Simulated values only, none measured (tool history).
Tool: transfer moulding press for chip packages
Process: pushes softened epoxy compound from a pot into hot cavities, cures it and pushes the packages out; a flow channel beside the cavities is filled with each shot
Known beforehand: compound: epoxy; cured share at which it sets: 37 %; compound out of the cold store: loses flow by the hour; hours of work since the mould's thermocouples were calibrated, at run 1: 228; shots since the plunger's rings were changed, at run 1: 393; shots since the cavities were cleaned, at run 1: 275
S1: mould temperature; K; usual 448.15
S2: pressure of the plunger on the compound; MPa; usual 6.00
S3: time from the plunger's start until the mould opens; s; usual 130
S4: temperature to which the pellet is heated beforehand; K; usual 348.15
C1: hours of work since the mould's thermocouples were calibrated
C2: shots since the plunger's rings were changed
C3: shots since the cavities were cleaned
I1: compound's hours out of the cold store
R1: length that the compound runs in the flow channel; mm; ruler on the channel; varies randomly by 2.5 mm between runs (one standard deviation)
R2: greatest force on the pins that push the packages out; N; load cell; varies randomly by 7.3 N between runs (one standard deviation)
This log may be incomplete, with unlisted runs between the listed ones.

{"run": 1, "hour": 0.0, "S1": 448.15, "S2": 6.0, "S3": 130, "S4": 348.15, "C1": 228, "C2": 393, "C3": 275, "I1": 34.6, "R1": 501, "R2": 375}
{"run": 2, "hour": 15.4, "S1": 448.15, "S2": 6.0, "S3": 130, "S4": 348.15, "C1": 236, "C2": 530, "C3": 412, "I1": 28.7, "R1": 518, "R2": 423}
{"hour": 23.6, "done": "cavities cleaned with cleaning compound and waxed"}
{"run": 3, "hour": 28.0, "S1": 453.15, "S2": 6.0, "S3": 130, "S4": 348.15, "C1": 243, "C2": 629, "C3": 39, "I1": 8.8, "R1": 544, "R2": 277}
{"run": 4, "hour": 41.5, "S1": 453.15, "S2": 6.0, "S3": 130, "S4": 348.15, "C1": 250, "C2": 749, "C3": 159, "I1": 40.8, "R1": 478, "R2": 307}
{"run": 5, "hour": 58.8, "S1": 453.15, "S2": 6.0, "S3": 119, "S4": 348.15, "C1": 260, "C2": 903, "C3": 313, "I1": 43.7, "R1": 472, "R2": 366}
{"run": 6, "hour": 75.5, "S1": 448.15, "S2": 6.0, "S3": 130, "S4": 348.15, "C1": 269, "C2": 1052, "C3": 462, "I1": 13.4, "R1": 539, "R2": 438}
{"hour": 78.0, "done": "cavities cleaned with cleaning compound and waxed"}
{"run": 7, "hour": 95.9, "S1": 448.15, "S2": 6.0, "S3": 135, "S4": 348.15, "C1": 280, "C2": 1220, "C3": 159, "I1": 12.8, "R1": 549, "R2": 354}
{"run": 8, "hour": 114.8, "S1": 448.15, "S2": 6.0, "S3": 130, "S4": 348.15, "C1": 291, "C2": 1388, "C3": 327, "I1": 10.4, "R1": 544, "R2": 415}
{"hour": 132.9, "done": "cavities cleaned with cleaning compound and waxed"}
{"run": 9, "hour": 134.9, "S1": 448.15, "S2": 6.0, "S3": 130, "S4": 348.15, "C1": 301, "C2": 1554, "C3": 18, "I1": 18.8, "R1": 531, "R2": 314}
{"run": 10, "hour": 145.2, "S1": 448.15, "S2": 6.0, "S3": 130, "S4": 348.15, "C1": 307, "C2": 1645, "C3": 109, "I1": 39.3, "R1": 486, "R2": 323}
{"run": 11, "hour": 159.2, "S1": 448.15, "S2": 6.0, "S3": 130, "S4": 348.15, "C1": 315, "C2": 1770, "C3": 234, "I1": 14.0, "R1": 540, "R2": 379}
{"run": 12, "hour": 178.9, "S1": 448.15, "S2": 6.0, "S3": 130, "S4": 348.15, "C1": 326, "C2": 1946, "C3": 410, "I1": 40.6, "R1": 478, "R2": 405}
{"hour": 188.4, "done": "cavities cleaned with cleaning compound and waxed"}
{"run": 13, "hour": 193.1, "S1": 448.15, "S2": 6.0, "S3": 130, "S4": 356.15, "C1": 333, "C2": 2059, "C3": 42, "I1": 42.8, "R1": 471, "R2": 319}
{"run": 14, "hour": 214.6, "S1": 448.15, "S2": 6.0, "S3": 130, "S4": 356.15, "C1": 346, "C2": 2250, "C3": 233, "I1": 31.6, "R1": 494, "R2": 374}
{"hour": 223.8, "done": "mould's thermocouples calibrated"}
{"run": 15, "hour": 229.0, "S1": 447.15, "S2": 6.0, "S3": 127, "S4": 356.15, "C1": 3, "C2": 2360, "C3": 343, "I1": 37.9, "R1": 484, "R2": 428}
{"run": 16, "hour": 240.1, "S1": 451.15, "S2": 5.49, "S3": 147, "S4": 345.15, "C1": 9, "C2": 2459, "C3": 442, "I1": 26.1, "R1": 476, "R2": 353}
{"hour": 244.5, "done": "cavities cleaned with cleaning compound and waxed"}
{"run": 17, "hour": 253.2, "S1": 448.15, "S2": 5.85, "S3": 130, "S4": 342.15, "C1": 16, "C2": 2562, "C3": 77, "I1": 37.1, "R1": 475, "R2": 340}
{"run": 18, "hour": 270.0, "S1": 449.15, "S2": 6.67, "S3": 140, "S4": 350.15, "C1": 25, "C2": 2712, "C3": 227, "I1": 43.7, "R1": 491, "R2": 331}
{"run": 19, "hour": 284.8, "S1": 449.15, "S2": 6.67, "S3": 113, "S4": 350.15, "C1": 34, "C2": 2844, "C3": 359, "I1": 22.2, "R1": 535, "R2": 496}
{"hour": 292.4, "done": "plunger's sealing rings changed"}
{"run": 20, "hour": 299.0, "S1": 448.15, "S2": 6.0, "S3": 130, "S4": 353.15, "C1": 40, "C2": 59, "C3": 463, "I1": 47.3, "R1": 485, "R2": 405}
{"hour": 302.2, "done": "cavities cleaned with cleaning compound and waxed"}
{"run": 21, "hour": 314.4, "S1": 445.15, "S2": 6.0, "S3": 130, "S4": 355.15, "C1": 48, "C2": 183, "C3": 109, "I1": 31.1, "R1": 519, "R2": 417}
{"run": 22, "hour": 334.0, "S1": 446.15, "S2": 6.0, "S3": 130, "S4": 355.15, "C1": 59, "C2": 357, "C3": 283, "I1": 17.8, "R1": 547, "R2": 465}
{"run": 23, "hour": 345.4, "S1": 453.15, "S2": 6.0, "S3": 125, "S4": 348.15, "C1": 66, "C2": 459, "C3": 385, "I1": 34.6, "R1": 494, "R2": 364}
{"hour": 354.4, "done": "mould's thermocouples calibrated, once more"}
{"hour": 359.3, "done": "cavities cleaned with cleaning compound and waxed"}
{"run": 24, "hour": 365.1, "S1": 453.15, "S2": 6.0, "S3": 125, "S4": 348.15, "C1": 5, "C2": 603, "C3": 52, "I1": 31.3, "R1": 497, "R2": 289}
{"run": 25, "hour": 376.5, "S1": 448.15, "S2": 6.0, "S3": 154, "S4": 348.15, "C1": 12, "C2": 704, "C3": 153, "I1": 16.4, "R1": 539, "R2": 311}
{"run": 26, "hour": 388.5, "S1": 447.15, "S2": 7.39, "S3": 143, "S4": 348.15, "C1": 18, "C2": 811, "C3": 260, "I1": 9.9, "R1": 615, "R2": 382}
{"run": 27, "hour": 403.5, "S1": 446.15, "S2": 7.32, "S3": 134, "S4": 348.15, "C1": 27, "C2": 945, "C3": 394, "I1": 30.6, "R1": 564, "R2": 425}

Results for each run, recomputed without the tool's hidden state and with each run's random variation untouched:
The tool's hidden condition here consists of: true mould temperature over the reading, C; pressure that reaches the compound, % of what is set; grip of the stained cavities, % over clean ones'; drift of the gauge itself on flow_mm, %; drift of the gauge itself on push_out_n, %.
run=1 R1=505 R2=295
run=2 R1=524 R2=312
run=3 R1=551 R2=259
run=4 R1=485 R2=265
run=5 R1=480 R2=285
run=6 R1=549 R2=315
run=7 R1=560 R2=300
run=8 R1=557 R2=316
run=9 R1=546 R2=301
run=10 R1=500 R2=286
run=11 R1=557 R2=309
run=12 R1=495 R2=299
run=13 R1=489 R2=300
run=14 R1=514 R2=303
run=15 R1=504 R2=318
run=16 R1=497 R2=262
run=17 R1=496 R2=305
run=18 R1=515 R2=271
run=19 R1=562 R2=362
run=20 R1=485 R2=288
run=21 R1=520 R2=352
run=22 R1=550 R2=349
run=23 R1=497 R2=271
run=24 R1=503 R2=270
run=25 R1=546 R2=271
run=26 R1=625 R2=310
run=27 R1=574 R2=320
